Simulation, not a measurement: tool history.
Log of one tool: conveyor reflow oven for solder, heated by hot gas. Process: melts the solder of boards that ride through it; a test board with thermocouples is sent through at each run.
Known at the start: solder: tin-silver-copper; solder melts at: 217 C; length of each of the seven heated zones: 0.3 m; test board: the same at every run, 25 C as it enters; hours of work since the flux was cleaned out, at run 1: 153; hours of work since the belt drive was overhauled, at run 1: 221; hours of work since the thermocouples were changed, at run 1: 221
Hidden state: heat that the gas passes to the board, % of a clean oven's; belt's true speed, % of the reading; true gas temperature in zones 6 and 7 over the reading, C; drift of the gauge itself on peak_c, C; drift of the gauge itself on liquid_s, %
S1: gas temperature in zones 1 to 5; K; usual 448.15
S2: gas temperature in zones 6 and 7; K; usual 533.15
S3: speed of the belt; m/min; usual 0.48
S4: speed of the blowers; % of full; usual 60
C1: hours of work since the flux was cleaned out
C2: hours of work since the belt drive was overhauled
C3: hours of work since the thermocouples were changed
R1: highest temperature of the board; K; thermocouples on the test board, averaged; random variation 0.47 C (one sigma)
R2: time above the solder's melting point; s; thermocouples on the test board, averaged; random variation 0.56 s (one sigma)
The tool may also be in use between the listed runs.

| run | hour | S1 | S2 | S3 | S4 | C1 | C2 | C3 | R1 | R2 |
|---|---|---|---|---|---|---|---|---|---|---|
| 1 | 0 | 448.15 | 533.15 | 0.48 | 60 | 153 | 221 | 221 | 516.45 | 47.7 |
| 2 | 37.6 | 448.15 | 533.15 | 0.48 | 60 | 180 | 248 | 248 | 515.45 | 48.2 |
| 3 | 78.9 | 448.15 | 533.15 | 0.48 | 60 | 211 | 279 | 279 | 515.05 | 48.7 |
| 4 | 110.1 | 448.15 | 533.15 | 0.48 | 60 | 233 | 302 | 302 | 515.45 | 48.3 |
| 5 | 152.1 | 448.15 | 534.15 | 0.48 | 60 | 264 | 332 | 332 | 515.35 | 49.3 |
| 6 | 192 | 448.15 | 533.15 | 0.48 | 60 | 293 | 362 | 362 | 514.45 | 47.7 |
| 7 | 226 | 448.15 | 533.15 | 0.48 | 60 | 318 | 386 | 386 | 514.65 | 47.1 |
|  | 249.6 | flux residue cleaned out of gas plates and filters |
| 8 | 259.9 | 448.15 | 533.15 | 0.48 | 60 | 8 | 408 | 408 | 516.75 | 49.3 |
| 9 | 323 | 448.15 | 533.15 | 0.48 | 60 | 54 | 454 | 454 | 516.25 | 48.8 |
| 10 | 368.3 | 448.15 | 533.15 | 0.443 | 60 | 87 | 487 | 487 | 518.25 | 55.7 |
| 11 | 406.8 | 448.15 | 533.15 | 0.443 | 60 | 115 | 515 | 515 | 518.25 | 58.2 |
| 12 | 438.7 | 448.15 | 533.15 | 0.48 | 60 | 139 | 539 | 539 | 516.95 | 48.6 |
| 13 | 499.6 | 448.15 | 533.15 | 0.48 | 60 | 183 | 583 | 583 | 515.45 | 48.6 |
| 14 | 548.8 | 448.15 | 533.15 | 0.48 | 60 | 219 | 619 | 619 | 515.15 | 48.6 |
| 15 | 580.9 | 448.15 | 533.15 | 0.48 | 60 | 243 | 643 | 643 | 516.05 | 48.6 |
|  | 588.2 | belt drive overhauled, speed set with a stopwatch |
| 16 | 638.9 | 446.15 | 533.15 | 0.536 | 71 | 282 | 37 | 682 | 512.95 | 40.8 |
| 17 | 694.2 | 440.15 | 548.15 | 0.382 | 50 | 323 | 78 | 723 | 531.75 | 76.8 |

Run 18 comes next. What will it give?
|  | 710.7 | flux residue cleaned out of gas plates and filters |
| 18 | 744.6 | 462.15 | 548.15 | 0.505 | 50 | 25 | 111 | 756 | ? | ? |

R1: 529.25 K
R2: 62.3 s
Without the tool's hidden state the same run would have given R1 530.65 K, R2 61.5 s.

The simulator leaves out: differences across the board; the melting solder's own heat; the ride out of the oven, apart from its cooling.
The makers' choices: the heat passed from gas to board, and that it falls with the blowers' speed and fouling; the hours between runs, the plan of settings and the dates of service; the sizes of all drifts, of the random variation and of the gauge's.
